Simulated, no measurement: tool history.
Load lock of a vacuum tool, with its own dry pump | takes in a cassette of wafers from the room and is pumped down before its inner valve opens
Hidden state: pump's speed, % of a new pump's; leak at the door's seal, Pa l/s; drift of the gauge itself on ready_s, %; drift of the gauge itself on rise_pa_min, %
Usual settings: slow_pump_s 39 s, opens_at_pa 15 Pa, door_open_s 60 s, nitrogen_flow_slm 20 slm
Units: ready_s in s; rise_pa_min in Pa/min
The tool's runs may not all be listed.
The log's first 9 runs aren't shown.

run	hour	slow_pump_s	opens_at_pa	door_open_s	nitrogen_flow_slm	hours that the pump has run since its overhaul	times that the door has closed on its seal	incoming humidity of the room's air, %	ready_s	rise_pa_min
10	1821.3	39	15	195	20	13293	23238	44.2	69.7	0.121
11	1968.4	39	15	195	20	13440	23886	47.2	68.7	0.126
12	2190.5	39	15	195	20	13662	24865	44.6	70.1	0.133
13	2307	39	15	195	20	13778	25379	45.8	69.1	0.133
14	2561.3	39	15	195	20	14033	26500	46.7	70.1	0.148
15	2748.5	39	15	60	20	14220	27325	43.4	69.9	0.122
16	3008.3	39	15	60	20	14480	28471	47.1	69.6	0.132
17	3186.4	39	15	60	20	14658	29256	48.1	70.4	0.14
18	3301.5	39	15	60	20	14773	29763	43.3	69.4	0.142
19	3558.9	39	28	60	20	15030	30898	43.7	67.1	0.149
20	3729.2	22	28	60	9	15201	31649	48.4	53.8	0.168

Run 21 comes next. What will it give?
21	3900	22	28	60	9	15371	32402	43.4	?	?

{"run 21": {"ready_s": 53.8, "rise_pa_min": 0.159}}
Without the tool's hidden state the same run would have given ready_s 48.6 s, rise_pa_min 0.026 Pa/min.
